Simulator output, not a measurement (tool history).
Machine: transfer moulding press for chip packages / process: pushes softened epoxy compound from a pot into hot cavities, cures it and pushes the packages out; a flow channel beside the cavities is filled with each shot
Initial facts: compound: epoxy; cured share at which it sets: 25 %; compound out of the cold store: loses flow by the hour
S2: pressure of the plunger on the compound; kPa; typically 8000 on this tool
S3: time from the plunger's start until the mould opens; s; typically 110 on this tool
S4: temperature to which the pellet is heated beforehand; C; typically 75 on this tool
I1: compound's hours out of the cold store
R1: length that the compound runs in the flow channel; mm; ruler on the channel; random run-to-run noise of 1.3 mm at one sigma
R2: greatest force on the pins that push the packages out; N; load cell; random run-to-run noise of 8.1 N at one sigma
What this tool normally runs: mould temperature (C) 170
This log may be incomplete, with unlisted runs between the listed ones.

Run 1, day 0.000: usual settings; I1 17.4. Result: R1 572 mm, R2 470 N.
Run 2, day 1.412: usual settings; I1 15.9. Result: R1 575 mm, R2 558 N.
At day 2.133: cavities cleaned with cleaning compound and waxed.
Run 3, day 3.475: usual settings; I1 42.2. Result: R1 494 mm, R2 624 N.
At day 4.479: plunger's sealing rings changed.
At day 4.542: cavities cleaned with cleaning compound and waxed.
Run 4, day 5.842: usual settings; I1 34.0. Result: R1 541 mm, R2 512 N.
At day 6.975: cavities cleaned with cleaning compound and waxed.
Run 5, day 7.142: usual settings; I1 19.0. Result: R1 583 mm, R2 449 N.
Run 6, day 8.804: usual settings; I1 33.4. Result: R1 539 mm, R2 556 N.
At day 9.417: cavities cleaned with cleaning compound and waxed.
Run 7, day 11.129: usual settings; I1 32.5. Result: R1 539 mm, R2 548 N.
At day 11.708: cavities cleaned with cleaning compound and waxed.
Run 8, day 13.592: usual settings; I1 25.4. Result: R1 557 mm, R2 556 N.
At day 13.796: mould's thermocouples calibrated.
At day 14.129: cavities cleaned with cleaning compound and waxed.
Run 9, day 15.100: usual settings; I1 8.3. Result: R1 614 mm, R2 531 N.
At day 16.425: cavities cleaned with cleaning compound and waxed.
Run 10, day 16.638: usual settings but S2 8180 kPa, S3 113 s; I1 13.9. Result: R1 601 mm, R2 481 N.
At day 17.400: cavities cleaned with cleaning compound and waxed, once more.
Run 11, day 18.154: usual settings but S2 8180 kPa, S3 113 s; I1 8.8. Result: R1 613 mm, R2 499 N.
Run 12, day 19.438: usual settings but mould temperature (C) 177, S2 9080 kPa, S4 78 C; I1 11.0. Result: R1 621 mm, R2 539 N.
At day 19.792: cavities cleaned with cleaning compound and waxed.
Run 13, day 21.729: usual settings but mould temperature (C) 177, S2 9080 kPa, S4 78 C; I1 27.7. Result: R1 569 mm, R2 519 N.
At day 22.133: cavities cleaned with cleaning compound and waxed.
Run 14, day 23.917: usual settings but mould temperature (C) 177, S2 9080 kPa, S4 78 C; I1 44.0. Result: R1 518 mm, R2 499 N.
At day 24.592: cavities cleaned with cleaning compound and waxed.
Run 15, day 26.354: usual settings but mould temperature (C) 177, S2 9080 kPa, S4 78 C; I1 39.9. Result: R1 527 mm, R2 515 N.
At day 26.975: cavities cleaned with cleaning compound and waxed.
At day 27.529: plunger's sealing rings changed.
Run 16, day 28.296: usual settings but mould temperature (C) 169, S2 6620 kPa, S3 91 s, S4 81 C; I1 47.2. Result: R1 459 mm, R2 656 N.
At day 29.512: cavities cleaned with cleaning compound and waxed.
Run 17, day 30.046: usual settings but mould temperature (C) 169, S2 6620 kPa, S3 91 s, S4 81 C; I1 21.2. Result: R1 527 mm, R2 619 N.

Alternative continuations, all from the tool just after run 17; predict every row:
Run A, day 31.321: usual settings but mould temperature (C) 169, S2 6100 kPa, S3 91 s, S4 82 C; I1 34.9. Result: R1 ?, R2 ?.
Run B, day 31.321: usual settings but S4 76 C; I1 22.6. Result: R1 ?, R2 ?.
Run C, day 31.321: usual settings but mould temperature (C) 169, S2 6620 kPa, S3 134 s, S4 81 C; I1 14.7. Result: R1 ?, R2 ?.
Run D, day 31.321: usual settings but S2 6830 kPa; I1 15.2. Result: R1 ?, R2 ?.

run   R1   R2
  A  469  691
  B  571  560
  C  543  515
  D  552  575
What these runs would have given with no unlogged condition in the tool:
run   R1   R2
  A  474  543
  B  577  435
  C  549  399
  D  558  448

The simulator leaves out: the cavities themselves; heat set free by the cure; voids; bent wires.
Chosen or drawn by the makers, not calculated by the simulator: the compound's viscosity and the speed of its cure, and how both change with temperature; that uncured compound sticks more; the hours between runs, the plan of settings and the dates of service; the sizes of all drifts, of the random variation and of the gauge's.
